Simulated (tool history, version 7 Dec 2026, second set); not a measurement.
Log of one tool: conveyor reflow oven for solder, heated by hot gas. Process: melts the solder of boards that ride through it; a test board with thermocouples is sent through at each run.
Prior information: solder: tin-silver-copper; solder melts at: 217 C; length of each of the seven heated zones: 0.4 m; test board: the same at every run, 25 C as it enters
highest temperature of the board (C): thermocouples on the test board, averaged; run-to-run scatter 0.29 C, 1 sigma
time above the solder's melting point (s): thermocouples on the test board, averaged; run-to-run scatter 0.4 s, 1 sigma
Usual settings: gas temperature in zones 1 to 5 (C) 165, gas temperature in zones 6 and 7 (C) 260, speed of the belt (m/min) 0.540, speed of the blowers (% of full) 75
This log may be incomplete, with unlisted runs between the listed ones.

run   hour  gas temperature in zones 1 to 5 (C)  gas temperature in zones 6 and 7 (C)  speed of the belt (m/min)  speed of the blowers (% of full)  highest temperature of the board (C)  time above the solder's melting point (s)
  1    0.0                                  165                                   260                      0.540                                75                                 237.9                                       47.6
  2   27.5                                  165                                   260                      0.540                                75                                 237.9                                       46.5
      63.6  -- flux residue cleaned out of gas plates and filters
  3   63.6                                  165                                   260                      0.540                                75                                 241.3                                       51.2
  4  122.1                                  165                                   260                      0.540                                75                                 240.3                                       50.9
  5  181.1                                  165                                   260                      0.540                                75                                 240.7                                       50.0
  6  224.2                                  165                                   260                      0.540                                60                                 236.4                                       44.0
  7  269.4                                  165                                   260                      0.540                                60                                 236.1                                       43.7
  8  321.1                                  165                                   260                      0.540                                60                                 235.8                                       42.7
  9  357.9                                  165                                   260                      0.540                                60                                 235.4                                       42.4
 10  397.3                                  165                                   260                      0.540                                60                                 235.4                                       43.1
 11  425.8                                  165                                   260                      0.540                                60                                 235.1                                       42.1
 12  473.0                                  165                                   249                      0.540                                75                                 229.0                                       33.3
 13  522.8                                  176                                   251                      0.437                                75                                 239.3                                       70.3
 14  569.3                                  165                                   258                      0.618                                75                                 231.5                                       31.3

Run 15 is up next; what results do you expect?
 15  603.2                                  161                                   273                      0.629                                50                                     ?                                          ?

highest temperature of the board (C): 232.7
time above the solder's melting point (s): 29.6
With no hidden state in the tool, this same run would have given highest temperature of the board (C) 235.9, time above the solder's melting point (s) 33.6.
